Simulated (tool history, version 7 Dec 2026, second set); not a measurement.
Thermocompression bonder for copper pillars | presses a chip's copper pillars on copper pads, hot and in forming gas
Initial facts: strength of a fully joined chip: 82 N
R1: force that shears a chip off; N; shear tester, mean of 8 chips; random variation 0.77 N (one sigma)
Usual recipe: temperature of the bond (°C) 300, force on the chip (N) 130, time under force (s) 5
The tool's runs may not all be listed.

run 1 hour=0 | temperature_of_the_bond_(°C)=300 force_on_the_chip_(N)=130 time_under_force_(s)=5 | R1=55
run 2 hour=60.8 | temperature_of_the_bond_(°C)=300 force_on_the_chip_(N)=130 time_under_force_(s)=5 | R1=53.5
run 3 hour=89.2 | temperature_of_the_bond_(°C)=300 force_on_the_chip_(N)=130 time_under_force_(s)=5 | R1=55.4
run 4 hour=150.2 | temperature_of_the_bond_(°C)=300 force_on_the_chip_(N)=130 time_under_force_(s)=5 | R1=52.7
run 5 hour=182.8 | temperature_of_the_bond_(°C)=300 force_on_the_chip_(N)=130 time_under_force_(s)=5 | R1=53.4
run 6 hour=226.9 | temperature_of_the_bond_(°C)=300 force_on_the_chip_(N)=130 time_under_force_(s)=5 | R1=51.2
run 7 hour=268.9 | temperature_of_the_bond_(°C)=300 force_on_the_chip_(N)=130 time_under_force_(s)=5 | R1=53.1
run 8 hour=295.3 | temperature_of_the_bond_(°C)=300 force_on_the_chip_(N)=130 time_under_force_(s)=5 | R1=52.5
run 9 hour=344.9 | temperature_of_the_bond_(°C)=300 force_on_the_chip_(N)=130 time_under_force_(s)=5 | R1=52.7
run 10 hour=398.7 | temperature_of_the_bond_(°C)=300 force_on_the_chip_(N)=130 time_under_force_(s)=5 | R1=52.7
run 11 hour=458 | temperature_of_the_bond_(°C)=314 force_on_the_chip_(N)=181 time_under_force_(s)=5 | R1=69.5
run 12 hour=484.6 | temperature_of_the_bond_(°C)=300 force_on_the_chip_(N)=180 time_under_force_(s)=7 | R1=67.9
-- hour=529 force cell calibrated
run 13 hour=542.6 | temperature_of_the_bond_(°C)=315 force_on_the_chip_(N)=157 time_under_force_(s)=4 | R1=64.6
run 14 hour=577 | temperature_of_the_bond_(°C)=294 force_on_the_chip_(N)=159 time_under_force_(s)=6 | R1=60.4
run 15 hour=606.1 | temperature_of_the_bond_(°C)=294 force_on_the_chip_(N)=159 time_under_force_(s)=6 | R1=60.4
run 16 hour=660.6 | temperature_of_the_bond_(°C)=272 force_on_the_chip_(N)=110 time_under_force_(s)=3 | R1=26.9
run 17 hour=715.1 | temperature_of_the_bond_(°C)=272 force_on_the_chip_(N)=110 time_under_force_(s)=3 | R1=26.3
run 18 hour=761.6 | temperature_of_the_bond_(°C)=272 force_on_the_chip_(N)=110 time_under_force_(s)=3 | R1=26.2
run 19 hour=810.3 | temperature_of_the_bond_(°C)=300 force_on_the_chip_(N)=179 time_under_force_(s)=5 | R1=63.8

Consider 5 possible next runs. They are alternatives, not a sequence: every one starts from the tool as it was left by run 19. What does each give?
-- hour=814.3 forming gas filter changed
run A hour=844.4 | temperature_of_the_bond_(°C)=298 force_on_the_chip_(N)=79 time_under_force_(s)=4 | R1=?
-- hour=814.3 forming gas filter changed
run B hour=844.4 | temperature_of_the_bond_(°C)=305 force_on_the_chip_(N)=95 time_under_force_(s)=4 | R1=?
-- hour=814.3 forming gas filter changed
run C hour=844.4 | temperature_of_the_bond_(°C)=300 force_on_the_chip_(N)=85 time_under_force_(s)=5 | R1=?
-- hour=814.3 forming gas filter changed
run D hour=844.4 | temperature_of_the_bond_(°C)=302 force_on_the_chip_(N)=130 time_under_force_(s)=5 | R1=?
-- hour=814.3 forming gas filter changed
run E hour=844.4 | temperature_of_the_bond_(°C)=314 force_on_the_chip_(N)=85 time_under_force_(s)=5 | R1=?

run=A R1=32.2
run=B R1=41.1
run=C R1=38.3
run=D R1=56.2
run=E R1=45.3
Without the tool's hidden state the same runs would have given:
run=A R1=35.6
run=B R1=44.9
run=C R1=42
run=D R1=60.2
run=E R1=49.1

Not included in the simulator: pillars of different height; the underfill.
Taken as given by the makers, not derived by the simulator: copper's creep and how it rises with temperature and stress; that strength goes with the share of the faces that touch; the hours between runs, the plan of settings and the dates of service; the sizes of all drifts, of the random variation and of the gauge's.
